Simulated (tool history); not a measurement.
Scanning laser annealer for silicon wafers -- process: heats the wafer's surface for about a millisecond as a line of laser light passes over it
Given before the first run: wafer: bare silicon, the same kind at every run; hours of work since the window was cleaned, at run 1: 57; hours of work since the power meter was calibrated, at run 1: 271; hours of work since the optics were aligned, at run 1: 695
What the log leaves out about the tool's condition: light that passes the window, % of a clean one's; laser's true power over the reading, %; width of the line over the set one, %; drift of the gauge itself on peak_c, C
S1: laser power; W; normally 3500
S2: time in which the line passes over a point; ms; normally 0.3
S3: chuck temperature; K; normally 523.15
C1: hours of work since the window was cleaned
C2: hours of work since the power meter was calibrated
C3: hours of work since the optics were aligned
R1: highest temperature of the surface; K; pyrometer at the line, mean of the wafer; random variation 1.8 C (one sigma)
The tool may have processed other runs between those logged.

| run | hour | S1 | S2 | S3 | C1 | C2 | C3 | R1 |
|---|---|---|---|---|---|---|---|---|
| 1 | 0 | 3500 | 0.3 | 523.15 | 57 | 271 | 695 | 1239.15 |
| 2 | 11.4 | 3500 | 0.35 | 523.15 | 65 | 279 | 703 | 1299.15 |
| 3 | 21.7 | 3500 | 0.3 | 523.15 | 72 | 287 | 710 | 1239.15 |
| 4 | 27 | 3614 | 0.3 | 523.15 | 76 | 290 | 714 | 1266.15 |
| 5 | 37.7 | 3614 | 0.3 | 523.15 | 83 | 298 | 721 | 1266.15 |
|  | 48.1 | optics aligned, line set to its width |
| 6 | 49.6 | 3614 | 0.3 | 523.15 | 88 | 303 | 1 | 1279.15 |
| 7 | 57.8 | 3614 | 0.3 | 523.15 | 94 | 309 | 7 | 1277.15 |
| 8 | 65.4 | 3614 | 0.3 | 523.15 | 99 | 314 | 12 | 1277.15 |
| 9 | 76.4 | 3614 | 0.3 | 523.15 | 107 | 322 | 20 | 1273.15 |
| 10 | 88.6 | 3614 | 0.3 | 523.15 | 116 | 330 | 29 | 1276.15 |
| 11 | 96.3 | 3500 | 0.33 | 523.15 | 121 | 336 | 34 | 1284.15 |
| 12 | 102.3 | 3500 | 0.306 | 523.15 | 125 | 340 | 38 | 1254.15 |
| 13 | 111.9 | 3500 | 0.306 | 523.15 | 132 | 347 | 45 | 1254.15 |
| 14 | 118.2 | 3500 | 0.3 | 523.15 | 137 | 351 | 49 | 1244.15 |
| 15 | 125.7 | 3500 | 0.3 | 523.15 | 142 | 357 | 55 | 1245.15 |
| 16 | 136.7 | 3500 | 0.3 | 523.15 | 150 | 364 | 63 | 1246.15 |
| 17 | 145.1 | 3385 | 0.3 | 523.15 | 156 | 370 | 68 | 1212.15 |
| 18 | 153.5 | 3385 | 0.3 | 523.15 | 162 | 376 | 74 | 1215.15 |
| 19 | 165.8 | 3385 | 0.3 | 523.15 | 170 | 385 | 83 | 1213.15 |
| 20 | 174.1 | 3399 | 0.279 | 523.15 | 176 | 391 | 89 | 1190.15 |
| 21 | 183.8 | 3399 | 0.279 | 561.15 | 183 | 398 | 96 | 1227.15 |
| 22 | 190.3 | 3399 | 0.279 | 561.15 | 188 | 402 | 100 | 1229.15 |
| 23 | 195.6 | 3702 | 0.238 | 523.15 | 191 | 406 | 104 | 1204.15 |
| 24 | 204.2 | 3702 | 0.238 | 523.15 | 197 | 412 | 110 | 1204.15 |
| 25 | 211.1 | 3500 | 0.267 | 553.15 | 202 | 417 | 115 | 1229.15 |
| 26 | 221 | 3596 | 0.293 | 542.15 | 209 | 424 | 122 | 1272.15 |
| 27 | 231.9 | 3596 | 0.27 | 542.15 | 217 | 431 | 130 | 1240.15 |
| 28 | 240.9 | 3596 | 0.27 | 542.15 | 223 | 438 | 136 | 1242.15 |
| 29 | 246.9 | 3814 | 0.309 | 495.15 | 227 | 442 | 140 | 1299.15 |
| 30 | 258.4 | 3814 | 0.309 | 495.15 | 236 | 450 | 148 | 1295.15 |
| 31 | 264.7 | 3500 | 0.285 | 548.15 | 240 | 455 | 153 | 1243.15 |
| 32 | 274 | 3500 | 0.235 | 533.15 | 247 | 461 | 159 | 1161.15 |

Hidden condition of the tool, last listed run before each entry between runs versus first listed run after:
Logged between run 5 and run 6: optics aligned, line set to its width (hour 48.1)
  light that passes the window, % of a clean one's: 99.34 -> 99.31; width of the line over the set one, %: 2.41 -> 0.05
  measured value less the no-hidden-state value, R1: -19 -> -7 K

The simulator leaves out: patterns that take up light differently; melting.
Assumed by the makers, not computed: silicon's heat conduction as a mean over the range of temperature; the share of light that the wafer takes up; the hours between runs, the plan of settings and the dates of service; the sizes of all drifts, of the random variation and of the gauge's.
